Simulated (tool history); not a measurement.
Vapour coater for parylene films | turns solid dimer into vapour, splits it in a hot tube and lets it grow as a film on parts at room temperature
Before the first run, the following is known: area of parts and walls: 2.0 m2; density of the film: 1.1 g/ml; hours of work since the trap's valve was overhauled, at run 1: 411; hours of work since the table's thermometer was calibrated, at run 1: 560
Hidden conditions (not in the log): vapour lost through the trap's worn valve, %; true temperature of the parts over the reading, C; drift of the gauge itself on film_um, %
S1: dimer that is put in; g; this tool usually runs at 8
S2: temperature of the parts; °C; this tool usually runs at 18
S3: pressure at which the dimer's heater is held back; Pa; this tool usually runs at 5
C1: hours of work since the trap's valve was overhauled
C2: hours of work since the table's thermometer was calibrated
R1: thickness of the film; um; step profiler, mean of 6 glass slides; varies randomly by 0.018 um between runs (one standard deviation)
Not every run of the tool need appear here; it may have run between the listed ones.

run,hour,S1,S2,S3,C1,C2,R1
1,0,8,18,5,411,560,1.52
2,29.4,8,18,5,425,574,1.52
3,49.4,8,18,5,435,583,1.47
4,76.7,8,18,5,448,596,1.49
5,98.1,8,18,5,458,607,1.52
6,113.3,8,18,5,465,614,1.5
7,144.8,8,18,5,481,629,1.48
8,169.7,8,18,5,493,641,1.48
9,192.1,8,12,5,503,652,1.91
# hour 206.1: trap's valve overhauled
10,211.2,8,20,5,2,659,1.52
11,230.9,8,20,6.31,12,669,1.45
12,257.7,8,18,7.05,25,681,1.51
13,274.3,8,18,7.05,33,689,1.51
14,292.4,8,18,7.05,41,698,1.49
15,310.4,8,18,7.05,50,707,1.51
16,337.6,3,18,7.05,63,720,0.58
17,361.5,4,13,3.5,75,731,1.04
18,386.9,14,14,3.5,87,743,3.53
19,399.6,7,21,5,93,749,1.24
20,414.3,3,21,9.11,100,757,0.48
21,428.7,4,21,11.02,107,763,0.61
22,448.5,6,11,11.58,116,773,1.31
23,469.4,6,11,11.58,126,783,1.32
24,485.5,5,14,11.58,134,791,0.97
25,507.7,3,23,2.01,145,801,0.59
26,529.9,8,12,5,155,812,2.01
27,561,6,22,2.45,170,827,1.17
28,580,6,24,3.07,180,836,1.03
29,594,6,11,3.85,186,843,1.66
30,614.2,9,18,4.22,196,853,1.83

Consider 3 possible next runs. They are alternatives, not a sequence: every one starts from the tool as it was left by run 30. What does each give?
A,644.3,8,17,5,210,867,?
B,644.3,4,12,5.19,210,867,?
C,644.3,8,29,4.79,210,867,?

run,R1
A,1.65
B,0.99
C,1.03
Take away the tool's hidden state, keep each run's random variation, and the runs would have read:
run,R1
A,1.77
B,1.07
C,1.1
